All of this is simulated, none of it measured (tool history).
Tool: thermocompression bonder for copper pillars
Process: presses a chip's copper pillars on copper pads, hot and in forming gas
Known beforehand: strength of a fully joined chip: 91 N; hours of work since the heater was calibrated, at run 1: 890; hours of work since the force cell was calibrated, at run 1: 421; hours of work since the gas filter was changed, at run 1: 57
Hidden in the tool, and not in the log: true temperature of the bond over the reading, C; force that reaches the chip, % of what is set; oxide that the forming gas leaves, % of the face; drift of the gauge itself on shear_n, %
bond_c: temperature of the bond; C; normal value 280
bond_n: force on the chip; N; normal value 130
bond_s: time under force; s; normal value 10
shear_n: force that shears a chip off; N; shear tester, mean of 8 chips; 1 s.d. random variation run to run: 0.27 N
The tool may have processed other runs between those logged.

run,hour,bond_c,bond_n,bond_s,hours of work since the heater was calibrated,hours of work since the force cell was calibrated,hours of work since the gas filter was changed,shear_n
1,0.0,280,130,10,890,421,57,32.0
2,61.9,280,130,10,936,467,103,30.4
# hour 105.8: forming gas filter changed
3,118.6,280,130,10,977,508,9,33.0
4,165.4,280,130,10,1012,543,44,32.0
5,223.6,272,130,10,1054,585,87,27.7
6,273.4,269,130,10,1091,622,124,26.5
# hour 287.1: forming gas filter changed
7,326.3,280,91,10,1130,661,29,22.7
8,359.0,280,91,10,1154,685,53,22.1
9,392.9,280,91,10,1179,710,78,21.1
10,455.9,280,91,10,1225,756,124,20.5
# hour 470.2: forming gas filter changed
11,517.7,286,110,6,1270,801,35,24.1
12,569.7,285,111,10,1309,840,73,28.5
# hour 577.4: force cell calibrated
13,602.6,265,139,25,1332,19,96,37.6
# hour 655.1: forming gas filter changed
14,670.2,265,139,25,1381,68,11,39.7
15,726.4,265,139,25,1423,109,53,38.9
16,793.0,265,139,25,1472,158,102,37.6
17,827.5,280,130,7,1497,184,127,25.2
# hour 835.8: force cell calibrated, once more
# hour 842.9: forming gas filter changed
18,862.2,284,148,18,1521,19,14,52.9
19,919.8,284,148,18,1564,62,57,51.7

Forecast each of these 4 alternatives for the next run:
A,973.3,269,109,8,1603,101,96,?
B,973.3,280,133,10,1603,101,96,?
C,973.3,280,89,10,1603,101,96,?
D,973.3,307,116,18,1603,101,96,?

run,shear_n
A,22.7
B,35.4
C,22.9
D,50.9
Without the tool's unlogged condition, the same runs would have read:
run,shear_n
A,20.7
B,33.0
C,21.0
D,49.1

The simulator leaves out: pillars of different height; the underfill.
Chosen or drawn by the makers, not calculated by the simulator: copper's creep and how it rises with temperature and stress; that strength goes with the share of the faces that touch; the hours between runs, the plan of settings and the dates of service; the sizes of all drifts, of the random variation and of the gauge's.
